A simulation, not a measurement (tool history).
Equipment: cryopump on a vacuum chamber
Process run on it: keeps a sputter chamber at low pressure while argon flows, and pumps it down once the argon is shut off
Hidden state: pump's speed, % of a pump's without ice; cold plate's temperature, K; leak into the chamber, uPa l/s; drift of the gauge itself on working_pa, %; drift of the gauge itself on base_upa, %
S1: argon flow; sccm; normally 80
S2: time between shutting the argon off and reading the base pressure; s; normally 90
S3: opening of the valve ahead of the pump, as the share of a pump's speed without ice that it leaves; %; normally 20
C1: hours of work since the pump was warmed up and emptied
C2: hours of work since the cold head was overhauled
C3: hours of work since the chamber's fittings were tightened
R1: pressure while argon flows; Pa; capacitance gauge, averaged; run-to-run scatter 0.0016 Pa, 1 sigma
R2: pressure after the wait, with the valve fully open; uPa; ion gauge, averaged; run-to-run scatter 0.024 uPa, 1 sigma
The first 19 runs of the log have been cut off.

| run | hour | S1 | S2 | S3 | C1 | C2 | C3 | R1 | R2 |
|---|---|---|---|---|---|---|---|---|---|
| 20 | 1189.6 | 80 | 90 | 24 | 535 | 1287 | 2292 | 0.3485 | 2.56 |
| 21 | 1230.8 | 97 | 60 | 24 | 558 | 1309 | 2314 | 0.4279 | 2.97 |
| 22 | 1300.7 | 87 | 77 | 24 | 595 | 1347 | 2352 | 0.3818 | 2.76 |
| 23 | 1341.7 | 66 | 32 | 45 | 618 | 1369 | 2374 | 0.165 | 3.92 |
| 24 | 1416 | 45 | 165 | 45 | 658 | 1409 | 2414 | 0.1141 | 2.47 |
| 25 | 1494.4 | 45 | 165 | 45 | 700 | 1452 | 2456 | 0.1151 | 2.57 |
| 26 | 1539.8 | 74 | 165 | 26 | 724 | 1476 | 2481 | 0.3073 | 2.57 |
|  | 1594.4 | pump warmed up, emptied and cooled again |
| 27 | 1630.8 | 80 | 90 | 50 | 20 | 1522 | 2527 | 0.158 | 2.2 |
| 28 | 1714.5 | 80 | 257 | 20 | 65 | 1568 | 2572 | 0.3922 | 1.92 |
| 29 | 1805.4 | 80 | 45 | 23 | 114 | 1617 | 2622 | 0.3424 | 3.1 |
| 30 | 1865.7 | 81 | 169 | 24 | 146 | 1649 | 2654 | 0.3338 | 2.11 |
|  | 1912.9 | leaking fittings of the chamber tightened, without venting |
| 31 | 1948.7 | 81 | 169 | 24 | 190 | 1693 | 19 | 0.3363 | 0.56 |
| 32 | 2008.3 | 81 | 169 | 24 | 222 | 1725 | 51 | 0.3386 | 0.57 |
| 33 | 2079.7 | 81 | 169 | 24 | 261 | 1764 | 90 | 0.3429 | 0.62 |
| 34 | 2145.6 | 37 | 169 | 25 | 296 | 1799 | 126 | 0.1497 | 0.65 |

4 ways to go on from here, each from the tool as it stands after run 34. What would each give?
| A | 2185.8 | 81 | 169 | 34 | 318 | 1821 | 147 | ? | ? |
| B | 2185.8 | 59 | 234 | 34 | 318 | 1821 | 147 | ? | ? |
| C | 2185.8 | 88 | 40 | 25 | 318 | 1821 | 147 | ? | ? |
| D | 2185.8 | 57 | 26 | 25 | 318 | 1821 | 147 | ? | ? |

| run | R1 | R2 |
|---|---|---|
| A | 0.2452 | 0.64 |
| B | 0.1784 | 0.53 |
| C | 0.3582 | 1.7 |
| D | 0.2319 | 2.58 |
What these runs would have given with no unlogged condition in the tool:
| run | R1 | R2 |
|---|---|---|
| A | 0.2331 | 0.52 |
| B | 0.1696 | 0.41 |
| C | 0.345 | 1.59 |
| D | 0.2234 | 2.46 |

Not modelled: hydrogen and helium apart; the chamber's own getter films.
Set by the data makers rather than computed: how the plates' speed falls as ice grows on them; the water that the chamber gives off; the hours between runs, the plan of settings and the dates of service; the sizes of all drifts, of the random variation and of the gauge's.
